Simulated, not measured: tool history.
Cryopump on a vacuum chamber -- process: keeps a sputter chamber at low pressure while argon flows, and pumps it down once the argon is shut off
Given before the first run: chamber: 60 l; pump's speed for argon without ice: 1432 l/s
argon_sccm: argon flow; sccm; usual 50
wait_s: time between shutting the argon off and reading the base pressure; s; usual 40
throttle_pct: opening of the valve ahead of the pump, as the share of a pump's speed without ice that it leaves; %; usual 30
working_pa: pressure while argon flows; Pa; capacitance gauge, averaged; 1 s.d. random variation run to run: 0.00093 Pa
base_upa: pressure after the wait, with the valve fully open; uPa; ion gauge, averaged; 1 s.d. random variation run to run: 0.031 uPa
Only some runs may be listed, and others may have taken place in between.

| run | hour | argon_sccm | wait_s | throttle_pct | working_pa | base_upa |
|---|---|---|---|---|---|---|
| 1 | 0.0 | 50 | 40 | 30 | 0.2100 | 2.11 |
| 2 | 59.8 | 50 | 40 | 18 | 0.3405 | 2.20 |
|  | 75.9 | pump warmed up, emptied and cooled again |
| 3 | 106.5 | 72 | 40 | 30 | 0.2845 | 2.11 |
| 4 | 141.5 | 72 | 40 | 30 | 0.2860 | 2.09 |
| 5 | 180.3 | 72 | 40 | 30 | 0.2875 | 2.07 |
| 6 | 239.5 | 50 | 40 | 16 | 0.3724 | 2.16 |
| 7 | 279.9 | 50 | 40 | 16 | 0.3729 | 2.20 |
| 8 | 348.1 | 49 | 40 | 16 | 0.3656 | 2.23 |
| 9 | 382.0 | 61 | 40 | 16 | 0.4570 | 2.29 |
| 10 | 443.1 | 61 | 40 | 16 | 0.4589 | 2.37 |
| 11 | 477.2 | 61 | 40 | 16 | 0.4603 | 2.30 |
| 12 | 507.9 | 61 | 45 | 16 | 0.4613 | 2.23 |
| 13 | 552.8 | 50 | 28 | 30 | 0.2060 | 3.12 |
| 14 | 602.0 | 50 | 195 | 51 | 0.1271 | 1.37 |
| 15 | 661.5 | 50 | 288 | 30 | 0.2095 | 1.29 |

The same runs without the tool's hidden state, with the same run-to-run variation:
Hidden conditions of the tool in this case: pump's speed, % of a pump's without ice; cold plate's temperature, K; leak into the chamber, uPa l/s; drift of the gauge itself on working_pa, %; drift of the gauge itself on base_upa, %.
| run | working_pa | base_upa |
|---|---|---|
| 1 | 0.1974 | 1.58 |
| 2 | 0.3267 | 1.62 |
| 3 | 0.2822 | 1.63 |
| 4 | 0.2828 | 1.60 |
| 5 | 0.2835 | 1.56 |
| 6 | 0.3686 | 1.60 |
| 7 | 0.3684 | 1.61 |
| 8 | 0.3600 | 1.59 |
| 9 | 0.4493 | 1.61 |
| 10 | 0.4498 | 1.64 |
| 11 | 0.4504 | 1.56 |
| 12 | 0.4507 | 1.45 |
| 13 | 0.1965 | 2.29 |
| 14 | 0.1165 | 0.50 |
| 15 | 0.1977 | 0.37 |

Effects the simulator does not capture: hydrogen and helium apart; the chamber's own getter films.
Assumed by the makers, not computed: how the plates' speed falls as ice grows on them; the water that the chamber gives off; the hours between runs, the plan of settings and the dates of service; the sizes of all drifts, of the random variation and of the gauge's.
